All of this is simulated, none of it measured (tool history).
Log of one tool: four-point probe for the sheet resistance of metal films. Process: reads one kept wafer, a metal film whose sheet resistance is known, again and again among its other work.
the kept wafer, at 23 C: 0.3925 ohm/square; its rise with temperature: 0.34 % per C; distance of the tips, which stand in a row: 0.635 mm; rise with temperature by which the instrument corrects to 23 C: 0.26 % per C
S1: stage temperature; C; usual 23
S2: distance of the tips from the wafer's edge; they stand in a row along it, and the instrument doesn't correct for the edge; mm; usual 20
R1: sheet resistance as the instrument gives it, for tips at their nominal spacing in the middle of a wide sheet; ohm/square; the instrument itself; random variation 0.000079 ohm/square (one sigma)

run    hour  S1  S2        R1
  1       0  23  20  0.392591
  2    23.6  23  20  0.392864
  3    71.1  23  20  0.392747
  4   107.1  23  20   0.39271
  5   156.4  23  11  0.393126
  6     202  23  11  0.393226
  7   245.9  23  11  0.393077
  8   277.5  23  20  0.392544
  9     328  23  20  0.392644
 10   359.8  23  20  0.392768
 11   409.2  23  56  0.392501
 12     452  23  56  0.392556
 13   496.2  23  56  0.392608
 14   521.9  23  56  0.392414
 15   572.6  23  56  0.392604
 16     623  23  56   0.39253
 17   673.2  23  56  0.392412
 18   716.9  23  56  0.392546
 19   769.5  23  20  0.392729
 20   808.6  23  20  0.392637
 21   837.7  27  15  0.394024
 22   886.2  27  15   0.39416
 23   914.2  33  22  0.395521
 24     938  33  22  0.395788
 25   971.4  33  22  0.395761
 26  1006.6  33  22  0.395654
 27  1055.2  19  24  0.391398
 28  1111.3  34  40  0.395756
 29  1149.5  34  40   0.39586
 30  1204.4  24  47  0.392761
 31  1244.6  32   7  0.396816
 32  1287.1  22  41  0.392158
 33  1311.2  22  41  0.392246
 34  1366.4  21  41  0.392057
 35    1407  22   6  0.394506
 36  1447.9  33  22  0.395698
 37  1486.5  34  22  0.395938

3 ways to go on from here, each from the tool as it stands after run 37. What would each give?
  A  1521.5  28  22   ?
  B  1521.5  27  46   ?
  C  1521.5  34  18   ?

run        R1
  A  0.394147
  B  0.393808
  C  0.395996
Without the tool's hidden state the same runs would have given:
run        R1
  A   0.39418
  B   0.39384
  C  0.396029

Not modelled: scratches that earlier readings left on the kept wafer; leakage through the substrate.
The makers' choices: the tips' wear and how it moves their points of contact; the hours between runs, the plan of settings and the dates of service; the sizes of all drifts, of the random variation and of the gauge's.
